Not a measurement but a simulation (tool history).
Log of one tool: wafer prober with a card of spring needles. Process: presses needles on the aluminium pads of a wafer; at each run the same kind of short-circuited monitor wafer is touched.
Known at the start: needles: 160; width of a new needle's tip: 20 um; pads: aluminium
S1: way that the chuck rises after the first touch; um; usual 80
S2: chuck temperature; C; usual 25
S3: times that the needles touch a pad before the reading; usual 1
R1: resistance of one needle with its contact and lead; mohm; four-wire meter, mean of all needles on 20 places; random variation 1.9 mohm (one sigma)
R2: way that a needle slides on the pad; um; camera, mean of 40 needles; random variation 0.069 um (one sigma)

run   hour  S1   S2  S3   R1     R2
  1      0  80   25   1  207  16.28
      12.6  -- tips cleaned on abrasive film
      28.1  -- tips cleaned on abrasive film
      40.7  -- tips cleaned on abrasive film
  2   42.9  80   25   1  239  16.26
      55.5  -- tips cleaned on abrasive film
      71.2  -- tips cleaned on abrasive film
      86.9  -- tips cleaned on abrasive film
     102.6  -- tips cleaned on abrasive film
  3  110.1  80   25   1  295  16.02
     116.5  -- tips cleaned on abrasive film
     129.1  -- tips cleaned on abrasive film
     144.4  -- tips cleaned on abrasive film
  4  147.8  80   25   1  259  15.91
     157.2  -- tips cleaned on abrasive film
     172.8  -- tips cleaned on abrasive film
     188.5  -- tips cleaned on abrasive film
     204.1  -- tips cleaned on abrasive film
  5  204.4  80   25   1  218  16.13
     216.7  -- tips cleaned on abrasive film
     232.4  -- tips cleaned on abrasive film
  6  240.7  80   25   3  239  15.97
     247.1  -- tips cleaned on abrasive film
     259.7  -- tips cleaned on abrasive film
     275.4  -- tips cleaned on abrasive film
       283  -- height of the first contact set anew
  7    283  80  114   1  302  16.52
     289.2  -- tips cleaned on abrasive film
     304.7  -- tips cleaned on abrasive film
     317.3  -- tips cleaned on abrasive film
     332.9  -- tips cleaned on abrasive film
  8  340.5  82   25   1  294  16.82
     346.9  -- tips cleaned on abrasive film
     358.9  -- card fitted with new needles
     374.4  -- tips cleaned on abrasive film
  9  384.8  82   25   1  265   16.9
     388.1  -- tips cleaned on abrasive film
     403.5  -- tips cleaned on abrasive film
       419  -- tips cleaned on abrasive film
     434.7  -- tips cleaned on abrasive film
 10    440  76   48   2  232  15.54
     449.3  -- tips cleaned on abrasive film
     464.3  -- tips cleaned on abrasive film
     476.9  -- tips cleaned on abrasive film
     492.6  -- tips cleaned on abrasive film
 11  494.8  76   48   2  223  15.57
     507.4  -- tips cleaned on abrasive film
     523.1  -- tips cleaned on abrasive film
     538.6  -- tips cleaned on abrasive film
 12    549  72   48   2  261  14.61
     552.3  -- tips cleaned on abrasive film
     564.8  -- tips cleaned on abrasive film
     580.5  -- tips cleaned on abrasive film
     596.2  -- tips cleaned on abrasive film
 13  601.9  80   25   2  233  16.16

Forecast run 14:
     611.3  -- tips cleaned on abrasive film
       627  -- tips cleaned on abrasive film
     642.7  -- tips cleaned on abrasive film
 14  650.2  66  28   1   ?   ?

Run 14 gave R1 308 mohm, R2 13.13 um.
Without the tool's hidden state the same run would have given R1 201 mohm, R2 13.61 um.
